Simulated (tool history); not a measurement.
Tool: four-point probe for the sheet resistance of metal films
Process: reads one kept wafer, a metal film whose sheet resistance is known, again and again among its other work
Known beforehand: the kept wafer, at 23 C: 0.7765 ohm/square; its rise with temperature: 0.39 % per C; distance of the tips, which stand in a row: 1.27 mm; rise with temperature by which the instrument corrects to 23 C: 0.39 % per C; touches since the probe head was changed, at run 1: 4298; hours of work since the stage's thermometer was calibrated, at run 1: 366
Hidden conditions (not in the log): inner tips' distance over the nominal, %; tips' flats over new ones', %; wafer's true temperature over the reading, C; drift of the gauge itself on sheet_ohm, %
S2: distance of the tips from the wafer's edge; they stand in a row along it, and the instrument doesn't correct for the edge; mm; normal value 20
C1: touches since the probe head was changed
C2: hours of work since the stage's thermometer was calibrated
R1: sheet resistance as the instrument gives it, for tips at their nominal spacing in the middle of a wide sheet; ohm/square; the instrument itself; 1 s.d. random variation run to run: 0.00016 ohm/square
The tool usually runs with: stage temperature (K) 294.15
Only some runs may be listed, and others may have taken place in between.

{"run": 1, "hour": 0.0, "stage temperature (K)": 294.15, "S2": 20, "C1": 4298, "C2": 366, "R1": 0.778403}
{"run": 2, "hour": 32.0, "stage temperature (K)": 294.15, "S2": 9, "C1": 4617, "C2": 382, "R1": 0.78482}
{"run": 3, "hour": 93.8, "stage temperature (K)": 294.15, "S2": 9, "C1": 5234, "C2": 412, "R1": 0.785088}
{"run": 4, "hour": 166.1, "stage temperature (K)": 294.15, "S2": 9, "C1": 5954, "C2": 447, "R1": 0.784858}
{"run": 5, "hour": 202.8, "stage temperature (K)": 294.15, "S2": 9, "C1": 6320, "C2": 465, "R1": 0.784763}
{"run": 6, "hour": 278.7, "stage temperature (K)": 294.15, "S2": 9, "C1": 7077, "C2": 502, "R1": 0.784773}
{"run": 7, "hour": 328.0, "stage temperature (K)": 294.15, "S2": 20, "C1": 7569, "C2": 526, "R1": 0.778484}
{"run": 8, "hour": 360.4, "stage temperature (K)": 294.15, "S2": 20, "C1": 7892, "C2": 542, "R1": 0.778491}
{"run": 9, "hour": 438.6, "stage temperature (K)": 294.15, "S2": 20, "C1": 8671, "C2": 580, "R1": 0.778293}
{"run": 10, "hour": 493.9, "stage temperature (K)": 294.15, "S2": 20, "C1": 9223, "C2": 607, "R1": 0.778113}
{"run": 11, "hour": 560.4, "stage temperature (K)": 294.15, "S2": 8, "C1": 9886, "C2": 639, "R1": 0.787479}
{"run": 12, "hour": 624.2, "stage temperature (K)": 294.15, "S2": 8, "C1": 10522, "C2": 671, "R1": 0.787287}
{"run": 13, "hour": 671.0, "stage temperature (K)": 294.15, "S2": 14, "C1": 10989, "C2": 693, "R1": 0.780447}
{"run": 14, "hour": 706.1, "stage temperature (K)": 305.15, "S2": 20, "C1": 11338, "C2": 710, "R1": 0.778939}
{"run": 15, "hour": 768.9, "stage temperature (K)": 305.15, "S2": 20, "C1": 11965, "C2": 741, "R1": 0.778717}
{"run": 16, "hour": 832.0, "stage temperature (K)": 305.15, "S2": 20, "C1": 12593, "C2": 772, "R1": 0.778954}
{"run": 17, "hour": 894.1, "stage temperature (K)": 294.15, "S2": 11, "C1": 13213, "C2": 802, "R1": 0.782642}
{"run": 18, "hour": 940.1, "stage temperature (K)": 294.15, "S2": 18, "C1": 13672, "C2": 825, "R1": 0.778989}
{"run": 19, "hour": 1006.8, "stage temperature (K)": 294.15, "S2": 4, "C1": 14337, "C2": 857, "R1": 0.816814}
{"run": 20, "hour": 1076.3, "stage temperature (K)": 294.15, "S2": 35, "C1": 15029, "C2": 891, "R1": 0.777436}
{"run": 21, "hour": 1115.4, "stage temperature (K)": 294.15, "S2": 35, "C1": 15419, "C2": 910, "R1": 0.777835}
{"run": 22, "hour": 1180.0, "stage temperature (K)": 294.15, "S2": 35, "C1": 16064, "C2": 942, "R1": 0.777815}
{"run": 23, "hour": 1231.5, "stage temperature (K)": 294.15, "S2": 35, "C1": 16577, "C2": 967, "R1": 0.77759}
{"run": 24, "hour": 1277.0, "stage temperature (K)": 294.15, "S2": 35, "C1": 17031, "C2": 989, "R1": 0.777522}
{"run": 25, "hour": 1349.9, "stage temperature (K)": 297.15, "S2": 9, "C1": 17757, "C2": 1024, "R1": 0.785492}
{"run": 26, "hour": 1429.6, "stage temperature (K)": 297.15, "S2": 9, "C1": 18552, "C2": 1063, "R1": 0.785355}
{"run": 27, "hour": 1472.4, "stage temperature (K)": 304.15, "S2": 7, "C1": 18979, "C2": 1084, "R1": 0.791137}
{"run": 28, "hour": 1523.9, "stage temperature (K)": 304.15, "S2": 7, "C1": 19493, "C2": 1109, "R1": 0.791077}
{"run": 29, "hour": 1574.7, "stage temperature (K)": 294.15, "S2": 24, "C1": 19999, "C2": 1134, "R1": 0.778577}
{"run": 30, "hour": 1637.5, "stage temperature (K)": 301.15, "S2": 4, "C1": 20626, "C2": 1165, "R1": 0.817568}
{"hour": 1643.1, "done": "stage's thermometer calibrated"}
{"run": 31, "hour": 1694.0, "stage temperature (K)": 301.15, "S2": 4, "C1": 21184, "C2": 25, "R1": 0.81696}
{"run": 32, "hour": 1747.1, "stage temperature (K)": 304.15, "S2": 12, "C1": 21713, "C2": 51, "R1": 0.782064}
{"hour": 1770.6, "done": "stage's thermometer calibrated, once more"}
{"run": 33, "hour": 1790.3, "stage temperature (K)": 303.15, "S2": 7, "C1": 22139, "C2": 10, "R1": 0.791789}
{"run": 34, "hour": 1843.9, "stage temperature (K)": 291.15, "S2": 23, "C1": 22673, "C2": 36, "R1": 0.779523}
{"run": 35, "hour": 1887.6, "stage temperature (K)": 291.15, "S2": 23, "C1": 23109, "C2": 57, "R1": 0.779254}
{"run": 36, "hour": 1967.3, "stage temperature (K)": 298.15, "S2": 9, "C1": 23903, "C2": 96, "R1": 0.786595}
{"run": 37, "hour": 2022.8, "stage temperature (K)": 294.15, "S2": 11, "C1": 24457, "C2": 123, "R1": 0.783784}
{"run": 38, "hour": 2092.9, "stage temperature (K)": 296.15, "S2": 27, "C1": 25156, "C2": 157, "R1": 0.778947}
{"run": 39, "hour": 2159.4, "stage temperature (K)": 298.15, "S2": 8, "C1": 25819, "C2": 190, "R1": 0.788827}
{"run": 40, "hour": 2216.0, "stage temperature (K)": 297.15, "S2": 13, "C1": 26383, "C2": 217, "R1": 0.782662}
{"run": 41, "hour": 2255.1, "stage temperature (K)": 293.15, "S2": 33, "C1": 26774, "C2": 236, "R1": 0.779015}
{"run": 42, "hour": 2304.9, "stage temperature (K)": 293.15, "S2": 33, "C1": 27269, "C2": 261, "R1": 0.778556}
{"run": 43, "hour": 2357.7, "stage temperature (K)": 292.15, "S2": 51, "C1": 27796, "C2": 286, "R1": 0.778606}
{"run": 44, "hour": 2413.2, "stage temperature (K)": 293.15, "S2": 30, "C1": 28350, "C2": 313, "R1": 0.779133}
{"run": 45, "hour": 2448.4, "stage temperature (K)": 297.15, "S2": 6, "C1": 28700, "C2": 330, "R1": 0.797027}

Each row is a separate what-if for the run after 45, all from the same tool condition, not one after another. Results?
{"run": "A", "hour": 2508.3, "stage temperature (K)": 301.15, "S2": 9, "C1": 29298, "C2": 360, "R1": "?"}
{"run": "B", "hour": 2508.3, "stage temperature (K)": 297.15, "S2": 12, "C1": 29298, "C2": 360, "R1": "?"}
{"run": "C", "hour": 2508.3, "stage temperature (K)": 300.15, "S2": 43, "C1": 29298, "C2": 360, "R1": "?"}

run=A R1=0.787029
run=B R1=0.783174
run=C R1=0.779189
The same runs, with their run-to-run variation unchanged, on a tool lacking any hidden condition would have given:
run=A R1=0.78492
run=B R1=0.781079
run=C R1=0.777101
